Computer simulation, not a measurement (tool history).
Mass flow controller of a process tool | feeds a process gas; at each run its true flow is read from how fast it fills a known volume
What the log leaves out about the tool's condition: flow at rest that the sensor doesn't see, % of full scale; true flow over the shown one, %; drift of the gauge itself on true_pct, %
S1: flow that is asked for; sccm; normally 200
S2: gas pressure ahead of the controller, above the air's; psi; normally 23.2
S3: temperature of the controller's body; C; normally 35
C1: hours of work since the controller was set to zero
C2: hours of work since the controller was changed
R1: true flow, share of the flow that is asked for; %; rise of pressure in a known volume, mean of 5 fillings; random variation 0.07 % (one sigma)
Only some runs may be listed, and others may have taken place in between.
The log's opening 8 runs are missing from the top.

run 9 day=120.300 | S1=51 S2=23.2 S3=35 | C1=3738 C2=3738 | R1=85.17
run 10 day=134.971 | S1=200 S2=23.2 S3=35 | C1=3961 C2=3961 | R1=94.47
run 11 day=151.250 | S1=200 S2=23.2 S3=35 | C1=4208 C2=4208 | R1=94.14
-- day=154.338 controller's zero set anew
run 12 day=169.638 | S1=200 S2=23.2 S3=35 | C1=233 C2=4488 | R1=97.59
run 13 day=190.838 | S1=55 S2=23.2 S3=35 | C1=555 C2=4811 | R1=95.48
run 14 day=208.279 | S1=55 S2=23.2 S3=35 | C1=821 C2=5076 | R1=94.51
run 15 day=230.929 | S1=55 S2=23.2 S3=33 | C1=1166 C2=5421 | R1=93.60
run 16 day=245.467 | S1=200 S2=23.2 S3=29 | C1=1387 C2=5642 | R1=96.99
run 17 day=266.738 | S1=454 S2=30.2 S3=29 | C1=1710 C2=5966 | R1=97.86
run 18 day=283.996 | S1=220 S2=23.2 S3=39 | C1=1973 C2=6228 | R1=95.43
run 19 day=297.500 | S1=152 S2=23.2 S3=39 | C1=2179 C2=6434 | R1=94.59
run 20 day=310.483 | S1=152 S2=23.2 S3=39 | C1=2376 C2=6631 | R1=94.13
run 21 day=333.233 | S1=152 S2=24.5 S3=36 | C1=2722 C2=6978 | R1=93.93
run 22 day=355.754 | S1=139 S2=23.2 S3=24 | C1=3065 C2=7320 | R1=94.53
run 23 day=366.212 | S1=157 S2=25.2 S3=24 | C1=3224 C2=7479 | R1=94.77
run 24 day=381.317 | S1=163 S2=35.1 S3=24 | C1=3454 C2=7709 | R1=94.48
run 25 day=401.504 | S1=163 S2=35.1 S3=24 | C1=3761 C2=8017 | R1=94.09
-- day=408.312 controller exchanged for a calibrated one
run 26 day=422.775 | S1=274 S2=23.2 S3=28 | C1=220 C2=220 | R1=98.62
run 27 day=445.204 | S1=274 S2=23.2 S3=28 | C1=561 C2=561 | R1=98.59
run 28 day=460.433 | S1=364 S2=29.9 S3=35 | C1=793 C2=793 | R1=97.73
run 29 day=478.242 | S1=364 S2=29.9 S3=35 | C1=1064 C2=1064 | R1=97.68
run 30 day=491.496 | S1=364 S2=29.9 S3=35 | C1=1266 C2=1266 | R1=97.47
run 31 day=502.929 | S1=488 S2=30.7 S3=30 | C1=1440 C2=1440 | R1=98.28
run 32 day=519.512 | S1=333 S2=22.0 S3=33 | C1=1692 C2=1692 | R1=97.58

Here are 5 independent what-if runs from the current tool condition. What would each one return?
run A day=531.125 | S1=426 S2=30.7 S3=26 | C1=1869 C2=1869 | R1=?
run B day=531.125 | S1=198 S2=38.0 S3=35 | C1=1869 C2=1869 | R1=?
run C day=531.125 | S1=333 S2=22.0 S3=22 | C1=1869 C2=1869 | R1=?
run D day=531.125 | S1=83 S2=22.0 S3=33 | C1=1869 C2=1869 | R1=?
run E day=531.125 | S1=333 S2=22.0 S3=28 | C1=1869 C2=1869 | R1=?

run=A R1=98.23
run=B R1=95.89
run=C R1=98.44
run=D R1=93.80
run=E R1=97.90
With the hidden condition removed and each run's random variation left untouched, the same runs would have given:
run=A R1=99.64
run=B R1=98.18
run=C R1=100.06
run=D R1=98.38
run=E R1=99.51
